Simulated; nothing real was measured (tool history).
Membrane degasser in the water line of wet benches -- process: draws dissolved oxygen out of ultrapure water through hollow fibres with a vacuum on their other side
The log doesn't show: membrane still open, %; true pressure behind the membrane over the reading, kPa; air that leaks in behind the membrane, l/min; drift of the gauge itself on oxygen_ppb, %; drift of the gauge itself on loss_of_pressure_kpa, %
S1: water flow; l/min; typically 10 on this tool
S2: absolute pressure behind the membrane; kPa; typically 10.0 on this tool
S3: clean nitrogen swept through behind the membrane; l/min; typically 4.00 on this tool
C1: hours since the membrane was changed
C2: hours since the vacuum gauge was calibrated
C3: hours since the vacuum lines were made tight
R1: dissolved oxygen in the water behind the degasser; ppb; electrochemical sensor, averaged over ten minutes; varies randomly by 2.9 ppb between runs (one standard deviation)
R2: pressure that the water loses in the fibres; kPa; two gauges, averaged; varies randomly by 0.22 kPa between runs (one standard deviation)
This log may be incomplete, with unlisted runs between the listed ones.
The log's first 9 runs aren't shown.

run 10 hour=1148.2 | S1=11 S2=6.7 S3=4.00 | C1=3471 C2=5044 C3=4145 | R1=331.0 R2=59.38
run 11 hour=1264.6 | S1=10 S2=10.0 S3=4.00 | C1=3587 C2=5160 C3=4261 | R1=283.4 R2=53.23
run 12 hour=1403.8 | S1=10 S2=10.0 S3=4.00 | C1=3726 C2=5299 C3=4400 | R1=289.7 R2=54.00
run 13 hour=1477.4 | S1=10 S2=10.0 S3=4.00 | C1=3800 C2=5373 C3=4474 | R1=285.3 R2=53.65
run 14 hour=1613.4 | S1=10 S2=10.0 S3=4.00 | C1=3936 C2=5509 C3=4610 | R1=283.1 R2=53.99
run 15 hour=1757.7 | S1=10 S2=10.0 S3=4.00 | C1=4080 C2=5653 C3=4754 | R1=281.0 R2=53.72
run 16 hour=1873.6 | S1=8 S2=10.0 S3=4.00 | C1=4196 C2=5769 C3=4870 | R1=164.0 R2=42.95
run 17 hour=2019.1 | S1=6 S2=19.4 S3=3.63 | C1=4342 C2=5915 C3=5016 | R1=115.2 R2=32.27
run 18 hour=2144.9 | S1=6 S2=19.4 S3=3.63 | C1=4467 C2=6040 C3=5142 | R1=115.2 R2=32.20
run 19 hour=2237.7 | S1=9 S2=10.0 S3=3.73 | C1=4560 C2=6133 C3=5234 | R1=225.9 R2=48.21
run 20 hour=2364.7 | S1=10 S2=10.0 S3=4.05 | C1=4687 C2=6260 C3=5361 | R1=287.3 R2=53.53
-- hour=2421.3 vacuum gauge calibrated
run 21 hour=2496.4 | S1=13 S2=15.2 S3=2.67 | C1=4818 C2=75 C3=5493 | R1=584.4 R2=69.47
run 22 hour=2614.2 | S1=8 S2=23.2 S3=4.00 | C1=4936 C2=193 C3=5610 | R1=230.3 R2=42.64
run 23 hour=2737.6 | S1=8 S2=23.2 S3=4.00 | C1=5060 C2=316 C3=5734 | R1=229.0 R2=42.21
run 24 hour=2807.3 | S1=7 S2=10.0 S3=4.00 | C1=5129 C2=386 C3=5803 | R1=115.5 R2=37.24
run 25 hour=2969.0 | S1=15 S2=21.3 S3=8.63 | C1=5291 C2=548 C3=5965 | R1=693.0 R2=79.81
run 26 hour=3056.0 | S1=15 S2=21.3 S3=8.63 | C1=5378 C2=635 C3=6052 | R1=679.5 R2=79.96
run 27 hour=3215.1 | S1=15 S2=21.3 S3=8.63 | C1=5537 C2=794 C3=6211 | R1=681.9 R2=79.96
run 28 hour=3342.9 | S1=15 S2=21.3 S3=8.63 | C1=5665 C2=922 C3=6339 | R1=679.4 R2=79.42
run 29 hour=3490.8 | S1=12 S2=21.3 S3=2.00 | C1=5813 C2=1069 C3=6487 | R1=618.3 R2=63.30
run 30 hour=3648.5 | S1=15 S2=17.5 S3=2.24 | C1=5971 C2=1227 C3=6645 | R1=813.3 R2=79.03
run 31 hour=3723.8 | S1=15 S2=17.5 S3=1.73 | C1=6046 C2=1302 C3=6720 | R1=855.3 R2=79.68
run 32 hour=3793.8 | S1=10 S2=15.9 S3=3.66 | C1=6116 C2=1372 C3=6790 | R1=331.9 R2=52.85

What if the next run were any one of these 3? Each begins from the tool's condition after run 32:
-- hour=3816.3 seals of the vacuum lines changed
run A hour=3951.2 | S1=10 S2=18.3 S3=3.66 | C1=6271 C2=1528 C3=135 | R1=? R2=?
-- hour=3816.3 seals of the vacuum lines changed
run B hour=3951.2 | S1=8 S2=14.5 S3=4.00 | C1=6271 C2=1528 C3=135 | R1=? R2=?
-- hour=3816.3 seals of the vacuum lines changed
run C hour=3951.2 | S1=12 S2=6.6 S3=6.46 | C1=6271 C2=1528 C3=135 | R1=? R2=?

run=A R1=345.1 R2=52.83
run=B R1=185.8 R2=42.26
run=C R1=407.4 R2=63.22
Without the tool's unlogged condition, the same runs would have read:
run=A R1=344.4 R2=54.24
run=B R1=185.4 R2=43.38
run=C R1=406.4 R2=64.91

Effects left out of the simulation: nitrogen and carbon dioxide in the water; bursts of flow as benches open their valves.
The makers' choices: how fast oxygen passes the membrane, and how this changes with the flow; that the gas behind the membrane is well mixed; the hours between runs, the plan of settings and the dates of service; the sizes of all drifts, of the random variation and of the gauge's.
